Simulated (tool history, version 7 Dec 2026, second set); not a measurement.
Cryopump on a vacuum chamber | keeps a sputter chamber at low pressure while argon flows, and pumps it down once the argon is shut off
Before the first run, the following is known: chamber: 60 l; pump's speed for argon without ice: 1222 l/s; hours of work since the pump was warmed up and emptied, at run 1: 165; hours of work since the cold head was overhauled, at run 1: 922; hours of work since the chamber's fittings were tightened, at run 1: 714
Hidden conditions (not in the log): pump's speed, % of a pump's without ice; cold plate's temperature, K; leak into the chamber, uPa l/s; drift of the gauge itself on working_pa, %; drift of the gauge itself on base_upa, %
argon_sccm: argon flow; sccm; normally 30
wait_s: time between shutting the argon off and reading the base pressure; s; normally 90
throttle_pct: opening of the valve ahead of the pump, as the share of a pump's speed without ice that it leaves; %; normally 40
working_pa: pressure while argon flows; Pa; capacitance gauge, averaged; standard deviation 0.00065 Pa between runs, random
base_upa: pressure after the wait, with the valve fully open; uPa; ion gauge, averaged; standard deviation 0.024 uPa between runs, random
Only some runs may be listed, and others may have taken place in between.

run	hour	argon_sccm	wait_s	throttle_pct	hours of work since the pump was warmed up and emptied	hours of work since the cold head was overhauled	hours of work since the chamber's fittings were tightened	working_pa	base_upa
1	0	30	90	40	165	922	714	0.109	2.26
2	72.9	30	90	37	222	979	772	0.1178	2.38
3	167.8	30	90	37	297	1054	847	0.1187	2.54
4	247.1	30	90	37	360	1117	909	0.1222	2.87
# hour 270.4: pump warmed up, emptied and cooled again
5	304	30	90	45	26	1157	950	0.0945	2.52
6	378.5	30	90	45	85	1216	1009	0.095	2.6
7	471.8	30	90	40	159	1290	1082	0.1087	2.85
8	518.9	30	90	40	196	1327	1119	0.1091	2.89
9	607.8	30	90	40	266	1397	1189	0.1124	3.19
10	693.1	30	90	40	333	1464	1257	0.1151	3.48
# hour 753.7: pump warmed up, emptied and cooled again
11	773	30	90	33	15	1523	1316	0.1259	3.11
12	825	30	90	40	56	1564	1357	0.1059	3.23
13	897.4	30	90	40	113	1621	1414	0.1072	3.4
14	955.5	30	90	28	159	1667	1459	0.1543	3.58
15	1018.5	30	90	28	209	1717	1509	0.1556	3.81
16	1077.2	30	24	40	255	1763	1555	0.1124	5.68
17	1129	27	24	40	296	1804	1596	0.101	5.9
18	1191.7	36	240	36	345	1853	1646	0.1506	3.93
# hour 1231.2: pump warmed up, emptied and cooled again
19	1262.7	22	90	40	25	1905	1698	0.077	3.72
# hour 1291.6: leaking fittings of the chamber tightened, without venting
20	1315.3	30	73	40	65	1945	19	0.1064	1.16
21	1396.9	30	73	40	129	2009	83	0.1089	1.2
22	1475.1	42	73	52	191	2071	145	0.1207	1.33
23	1574.3	47	21	34	269	2149	223	0.2061	3.63
24	1626.3	47	21	34	310	2190	264	0.2063	3.58
25	1673.2	18	282	22	347	2227	301	0.1201	1.15
# hour 1712.3: pump warmed up, emptied and cooled again
26	1755.1	26	268	38	34	2288	361	0.0968	1.08
27	1800.3	30	133	60	69	2323	397	0.0723	1.33
28	1863.9	30	86	57	119	2374	447	0.0774	1.71
29	1935.3	13	73	19	176	2430	503	0.0965	1.97
30	1993.2	25	90	18	221	2475	549	0.1979	1.95
31	2063.5	30	90	32	277	2531	604	0.1387	2.12
32	2162.1	30	181	32	355	2609	682	0.1428	2.12
# hour 2196: pump warmed up, emptied and cooled again
33	2222.1	36	25	20	21	2652	725	0.2522	3.73

Hidden state at the last listed run before each entry between runs and at the first one after, where it differs:
In the gap between runs 4 and 5: pump warmed up, emptied and cooled again (hour 270.4)
  pump's speed, % of a pump's without ice: 80.5 -> 98.1; cold plate's temperature, K: 12.81 -> 12.83; leak into the chamber, uPa l/s: 2082 -> 2156
  difference, measured minus the result without the unlogged condition, working_pa: +0.0109 -> +0.0015 Pa; base_upa: +1.95 -> +1.61 uPa
In the gap between runs 10 and 11: pump warmed up, emptied and cooled again (hour 753.7)
  pump's speed, % of a pump's without ice: 81.2 -> 99; cold plate's temperature, K: 13.04 -> 13.08; leak into the chamber, uPa l/s: 2744 -> 2864
  difference, measured minus the result without the unlogged condition, working_pa: +0.0108 -> +0.0014 Pa; base_upa: +2.58 -> +2.21 uPa
In the gap between runs 18 and 19: pump warmed up, emptied and cooled again (hour 1231.2)
  pump's speed, % of a pump's without ice: 80.2 -> 97.5; cold plate's temperature, K: 13.3 -> 13.34; leak into the chamber, uPa l/s: 3528 -> 3626
  difference, measured minus the result without the unlogged condition, working_pa: +0.0139 -> +0.0017 Pa; base_upa: +3.47 -> +2.84 uPa
In the gap between runs 19 and 20: leaking fittings of the chamber tightened, without venting (hour 1291.6)
  pump's speed, % of a pump's without ice: 97.5 -> 95.2; cold plate's temperature, K: 13.34 -> 13.36; leak into the chamber, uPa l/s: 3626 -> 356
  difference, measured minus the result without the unlogged condition, working_pa: +0.0017 -> +0.0034 Pa; base_upa: +2.84 -> +0.08 uPa
In the gap between runs 25 and 26: pump warmed up, emptied and cooled again (hour 1712.3)
  pump's speed, % of a pump's without ice: 79.7 -> 98.2; cold plate's temperature, K: 13.55 -> 13.6; leak into the chamber, uPa l/s: 883 -> 1009
  difference, measured minus the result without the unlogged condition, working_pa: +0.0074 -> +0.0019 Pa; base_upa: +0.72 -> +0.62 uPa
In the gap between runs 32 and 33: pump warmed up, emptied and cooled again (hour 2196)
  pump's speed, % of a pump's without ice: 80.5 -> 98.6; cold plate's temperature, K: 13.81 -> 13.84; leak into the chamber, uPa l/s: 1631 -> 1710
  difference, measured minus the result without the unlogged condition, working_pa: +0.012 -> +0.0026 Pa; base_upa: +1.51 -> +1.23 uPa
